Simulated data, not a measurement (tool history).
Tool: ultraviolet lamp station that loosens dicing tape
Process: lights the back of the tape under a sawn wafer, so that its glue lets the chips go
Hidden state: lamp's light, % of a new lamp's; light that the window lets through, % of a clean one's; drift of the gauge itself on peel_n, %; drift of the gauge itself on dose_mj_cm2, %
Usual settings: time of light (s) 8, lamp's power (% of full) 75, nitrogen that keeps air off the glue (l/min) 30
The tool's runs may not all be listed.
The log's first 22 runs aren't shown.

run   hour  time of light (s)  lamp's power (% of full)  nitrogen that keeps air off the glue (l/min)  hours of work of the lamp  hours of work since the window was cleaned  force that peels the tape off (N)  light that reached the tape (mJ/cm2)
 23  541.0                  6                        75                                            32                        738                                         465                              2.358                                   172
 24  571.9                  6                        69                                            54                        751                                         478                              2.195                                   154
 25  588.7                  6                        69                                            54                        758                                         485                              2.160                                   156
 26  610.9                  6                        69                                            54                        768                                         494                              2.102                                   159
 27  631.9                  5                        79                                            18                        777                                         503                              3.534                                   150
 28  653.5                  8                        75                                            37                        786                                         512                              1.462                                   229
 29  684.0                  8                        75                                            37                        799                                         525                              1.436                                   223
 30  711.0                  8                        75                                            19                        810                                         536                              2.103                                   221
 31  724.1                  8                        75                                            19                        815                                         542                              2.071                                   220
 32  740.8                  9                        75                                            30                        822                                         549                              1.321                                   243
 33  754.4                 10                        61                                            56                        828                                         554                              1.185                                   222
 34  786.2                  5                        63                                            19                        842                                         568                              4.257                                   110
 35  800.8                  5                        63                                            19                        848                                         574                              4.313                                   113

5 ways to go on from here, each from the tool as it stands after run 35. What would each give?
     819.3  -- window cleaned of glue's vapour
  A  822.9                  9                        63                                            10                        857                                           2                                  ?                                     ?
     819.3  -- window cleaned of glue's vapour
  B  822.9                  5                        63                                             9                        857                                           2                                  ?                                     ?
     819.3  -- window cleaned of glue's vapour
  C  822.9                  7                        92                                            30                        857                                           2                                  ?                                     ?
     819.3  -- window cleaned of glue's vapour
  D  822.9                  5                        94                                            26                        857                                           2                                  ?                                     ?
     819.3  -- window cleaned of glue's vapour
  E  822.9                  5                        63                                            10                        857                                           2                                  ?                                     ?

run  force that peels the tape off (N)  light that reached the tape (mJ/cm2)
  A                              2.567                                   239
  B                              4.821                                   136
  C                              1.135                                   270
  D                              2.101                                   195
  E                              4.629                                   129
Without the tool's hidden state the same runs would have given:
run  force that peels the tape off (N)  light that reached the tape (mJ/cm2)
  A                              2.031                                   282
  B                              4.239                                   159
  C                              0.798                                   318
  D                              1.613                                   230
  E                              4.051                                   152

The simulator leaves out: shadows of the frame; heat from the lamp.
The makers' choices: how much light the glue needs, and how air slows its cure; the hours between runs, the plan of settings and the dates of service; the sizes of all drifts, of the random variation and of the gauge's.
